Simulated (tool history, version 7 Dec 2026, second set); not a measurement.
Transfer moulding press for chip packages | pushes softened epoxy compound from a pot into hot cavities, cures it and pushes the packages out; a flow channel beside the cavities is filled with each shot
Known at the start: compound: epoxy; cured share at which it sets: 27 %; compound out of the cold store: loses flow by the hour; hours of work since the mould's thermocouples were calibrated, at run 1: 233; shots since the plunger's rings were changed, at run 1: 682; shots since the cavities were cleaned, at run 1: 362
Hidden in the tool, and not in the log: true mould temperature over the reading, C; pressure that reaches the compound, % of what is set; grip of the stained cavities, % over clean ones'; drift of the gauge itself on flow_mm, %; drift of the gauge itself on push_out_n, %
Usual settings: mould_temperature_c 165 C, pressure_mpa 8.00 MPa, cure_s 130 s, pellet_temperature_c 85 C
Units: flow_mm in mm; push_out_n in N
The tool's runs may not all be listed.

run	hour	mould_temperature_c	pressure_mpa	cure_s	pellet_temperature_c	hours of work since the mould's thermocouples were calibrated	shots since the plunger's rings were changed	shots since the cavities were cleaned	incoming compound's hours out of the cold store	flow_mm	push_out_n
1	0.0	165	8.00	130	85	233	682	362	28.0	735	370
# hour 37.5: cavities cleaned with cleaning compound and waxed
2	37.5	162	8.00	130	85	254	971	0	15.2	794	431
3	68.7	162	8.00	130	85	272	1221	250	33.6	731	394
4	91.7	165	8.00	130	85	286	1406	435	30.3	733	349
5	115.5	165	8.00	130	85	300	1597	626	9.2	800	366
# hour 120.7: cavities cleaned with cleaning compound and waxed
6	141.4	165	8.00	130	85	314	1793	166	36.0	713	347
7	162.3	165	8.99	113	85	326	1960	333	21.4	802	435
# hour 202.4: cavities cleaned with cleaning compound and waxed
8	202.4	165	8.31	130	85	349	2271	0	45.8	695	351
9	223.7	165	9.72	130	85	361	2441	170	40.4	767	355
10	243.4	163	8.00	136	85	372	2600	329	15.7	786	368
11	266.5	158	6.75	153	95	386	2785	514	29.2	698	418

Forecast each of these 4 alternatives for the next run:
# hour 284.1: cavities cleaned with cleaning compound and waxed
A	298.1	157	8.00	130	91	403	3027	113	15.6	?	?
# hour 284.1: cavities cleaned with cleaning compound and waxed
B	298.1	158	6.75	125	95	403	3027	113	46.1	?	?
# hour 284.1: cavities cleaned with cleaning compound and waxed
C	298.1	165	8.00	140	95	403	3027	113	9.2	?	?
# hour 284.1: cavities cleaned with cleaning compound and waxed
D	298.1	158	6.75	153	90	403	3027	113	13.4	?	?

run	flow_mm	push_out_n
A	813	623
B	649	562
C	797	350
D	751	434
Without the tool's hidden state the same runs would have given:
run	flow_mm	push_out_n
A	814	619
B	649	559
C	798	349
D	751	432
